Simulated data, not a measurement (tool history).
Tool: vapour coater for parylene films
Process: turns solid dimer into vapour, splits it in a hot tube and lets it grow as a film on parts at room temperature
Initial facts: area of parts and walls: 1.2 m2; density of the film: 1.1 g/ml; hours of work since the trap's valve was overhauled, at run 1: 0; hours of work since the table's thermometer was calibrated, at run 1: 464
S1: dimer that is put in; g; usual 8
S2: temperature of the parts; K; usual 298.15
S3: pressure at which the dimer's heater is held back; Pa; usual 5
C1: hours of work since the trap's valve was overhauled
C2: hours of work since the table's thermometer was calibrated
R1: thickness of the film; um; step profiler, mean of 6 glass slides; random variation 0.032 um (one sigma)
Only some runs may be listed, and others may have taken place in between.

run,hour,S1,S2,S3,C1,C2,R1
1,0,8,298.15,5,0,464,3.19
2,29.9,8,293.15,5,15,479,3.57
3,45.5,8,298.15,5,23,487,3.15
4,74,8,297.15,5,38,501,3.19
5,104.6,8,297.15,5,53,517,3.15
6,130.4,8,297.15,5,66,530,3.17
7,158.3,8,297.15,5,81,544,3.09
8,178.8,8,297.15,5,91,555,3.02
9,194.8,8,297.15,5,99,563,3.06
10,228.4,8,297.15,5,116,580,3.02
11,252.9,8,297.15,5,129,592,2.96
12,272.6,8,297.15,5,139,602,2.93
13,293.4,8,297.15,5,149,613,2.98
14,319.1,5,290.15,4.76,163,626,2.08
15,355.2,12,290.15,4.47,181,645,5.16
16,372.5,14,298.15,5,190,653,4.79
17,389,14,298.15,5,198,662,4.76
# hour 401: trap's valve overhauled
18,411.7,4,304.15,5,5,671,1.39
19,428,4,304.15,5,14,680,1.37
20,464.2,8,297.15,6.35,32,698,3.12
21,491.7,8,297.15,6.35,46,712,3.1
22,511.9,11,299.15,5,56,722,4.04
23,539,7,299.15,2.72,70,736,2.74

What if the next run were any one of these 3? Each begins from the tool's condition after run 23:
A,564,4,294.15,2.22,83,749,?
B,564,4,301.15,2.99,83,749,?
C,564,4,298.15,5,83,749,?

run,R1
A,1.83
B,1.44
C,1.48
Without the tool's unlogged condition, the same runs would have read:
run,R1
A,1.95
B,1.53
C,1.58
